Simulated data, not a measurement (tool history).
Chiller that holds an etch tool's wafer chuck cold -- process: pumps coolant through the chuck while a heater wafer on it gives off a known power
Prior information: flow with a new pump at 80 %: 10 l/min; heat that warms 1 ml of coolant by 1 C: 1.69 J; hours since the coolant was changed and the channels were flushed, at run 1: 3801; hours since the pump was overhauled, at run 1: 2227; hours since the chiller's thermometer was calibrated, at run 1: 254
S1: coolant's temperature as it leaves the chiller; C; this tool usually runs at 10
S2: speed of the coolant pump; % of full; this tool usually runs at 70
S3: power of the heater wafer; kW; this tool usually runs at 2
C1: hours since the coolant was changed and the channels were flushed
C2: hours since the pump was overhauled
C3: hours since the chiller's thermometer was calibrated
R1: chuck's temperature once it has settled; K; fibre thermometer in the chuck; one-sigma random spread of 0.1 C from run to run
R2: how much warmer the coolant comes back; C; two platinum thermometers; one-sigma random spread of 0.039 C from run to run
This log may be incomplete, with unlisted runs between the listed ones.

Run 1, hour 0: usual settings; C1 3801; C2 2227; C3 254. Result: R1 304.55 K, R2 8.05 C.
Run 2, hour 56.9: usual settings; C1 3858; C2 2283; C3 311. Result: R1 304.55 K, R2 8.08 C.
Run 3, hour 103.8: usual settings; C1 3905; C2 2330; C3 358. Result: R1 304.55 K, R2 8.17 C.
Run 4, hour 184.4: usual settings; C1 3986; C2 2411; C3 439. Result: R1 304.55 K, R2 8.04 C.
Run 5, hour 263.9: usual settings; C1 4065; C2 2490; C3 518. Result: R1 304.55 K, R2 8.06 C.
At hour 312.4: coolant changed, channels flushed.
Run 6, hour 337.7: usual settings but S3 1.989 kW; C1 25; C2 2558; C3 586. Result: R1 304.35 K, R2 7.99 C.
Run 7, hour 372.6: usual settings but S3 1.989 kW; C1 60; C2 2593; C3 621. Result: R1 304.25 K, R2 8.02 C.
Run 8, hour 442.1: usual settings but S3 1.065 kW; C1 130; C2 2663; C3 690. Result: R1 294.65 K, R2 4.26 C.
Run 9, hour 490.6: usual settings but S3 1.065 kW; C1 178; C2 2711; C3 739. Result: R1 294.55 K, R2 4.31 C.
Run 10, hour 540.9: usual settings but S2 68 % of full; C1 229; C2 2762; C3 789. Result: R1 304.95 K, R2 8.28 C.
Run 11, hour 583.4: usual settings but S2 77 % of full; C1 271; C2 2804; C3 832. Result: R1 302.95 K, R2 7.42 C.
Run 12, hour 650.7: usual settings; C1 338; C2 2871; C3 899. Result: R1 304.55 K, R2 8.15 C.
Run 13, hour 706.8: usual settings but S2 89 % of full; C1 394; C2 2927; C3 955. Result: R1 300.85 K, R2 6.42 C.
Run 14, hour 775.9: usual settings but S2 89 % of full; C1 464; C2 2996; C3 1024. Result: R1 300.75 K, R2 6.35 C.
Run 15, hour 853.5: usual settings; C1 541; C2 3074; C3 1102. Result: R1 304.55 K, R2 8.09 C.
Run 16, hour 888.7: usual settings but S1 2 C; C1 576; C2 3109; C3 1137. Result: R1 296.65 K, R2 8.1 C.
Run 17, hour 959.2: usual settings but S1 2 C; C1 647; C2 3180; C3 1207. Result: R1 296.45 K, R2 8.12 C.
Run 18, hour 1016.5: usual settings but S1 2 C; C1 704; C2 3237; C3 1265. Result: R1 296.45 K, R2 8.11 C.
Run 19, hour 1051.2: usual settings but S1 2 C; C1 739; C2 3272; C3 1299. Result: R1 296.35 K, R2 8.03 C.
Run 20, hour 1103: usual settings but S1 19 C; C1 791; C2 3324; C3 1351. Result: R1 313.55 K, R2 8.11 C.
Run 21, hour 1184.7: usual settings but S1 19 C; C1 872; C2 3405; C3 1433. Result: R1 313.75 K, R2 8.09 C.
Run 22, hour 1221: usual settings but S1 5 C, S2 97 % of full, S3 2.648 kW; C1 909; C2 3442; C3 1469. Result: R1 300.25 K, R2 7.8 C.
Run 23, hour 1255.2: usual settings but S1 5 C, S2 97 % of full, S3 2.648 kW; C1 943; C2 3476; C3 1503. Result: R1 300.25 K, R2 7.74 C.
Run 24, hour 1330.6: usual settings but S1 11 C, S2 61 % of full, S3 1.595 kW; C1 1018; C2 3551; C3 1579. Result: R1 303.15 K, R2 7.36 C.
Run 25, hour 1383.8: usual settings but S1 9 C, S2 91 % of full, S3 2.239 kW; C1 1071; C2 3604; C3 1632. Result: R1 301.85 K, R2 6.94 C.
Run 26, hour 1466.1: usual settings but S1 9 C, S2 91 % of full, S3 2.239 kW; C1 1154; C2 3687; C3 1714. Result: R1 301.55 K, R2 6.97 C.
Run 27, hour 1537.7: usual settings but S1 9 C, S2 91 % of full, S3 2.239 kW; C1 1225; C2 3758; C3 1786. Result: R1 301.85 K, R2 7.03 C.
Run 28, hour 1581.1: usual settings but S2 98 % of full, S3 1.21 kW; C1 1269; C2 3802; C3 1829. Result: R1 293.05 K, R2 3.53 C.
Run 29, hour 1633.1: usual settings but S1 0 C, S2 79 % of full, S3 2.19 kW; C1 1321; C2 3854; C3 1881. Result: R1 294.45 K, R2 7.81 C.
Run 30, hour 1674.8: usual settings but S1 9 C, S2 69 % of full, S3 1.879 kW; C1 1362; C2 3895; C3 1923. Result: R1 302.45 K, R2 7.69 C.
Run 31, hour 1719.7: usual settings but S1 9 C, S2 69 % of full, S3 1.879 kW; C1 1407; C2 3940; C3 1968. Result: R1 302.45 K, R2 7.66 C.
Run 32, hour 1792: usual settings but S1 9 C, S2 69 % of full, S3 1.879 kW; C1 1480; C2 4013; C3 2040. Result: R1 302.45 K, R2 7.72 C.
Run 33, hour 1846.8: usual settings but S1 8 C, S2 85 % of full, S3 1.238 kW; C1 1534; C2 4067; C3 2095. Result: R1 292.45 K, R2 4.11 C.

For each entry between runs, how does the tool's hidden state at the last listed run before it compare with that at the first listed run after it?
Run 5 -> run 6: coolant changed, channels flushed (hour 312.4)
  heat passed by the chuck's channels, % of clean ones': 99.8 -> 100
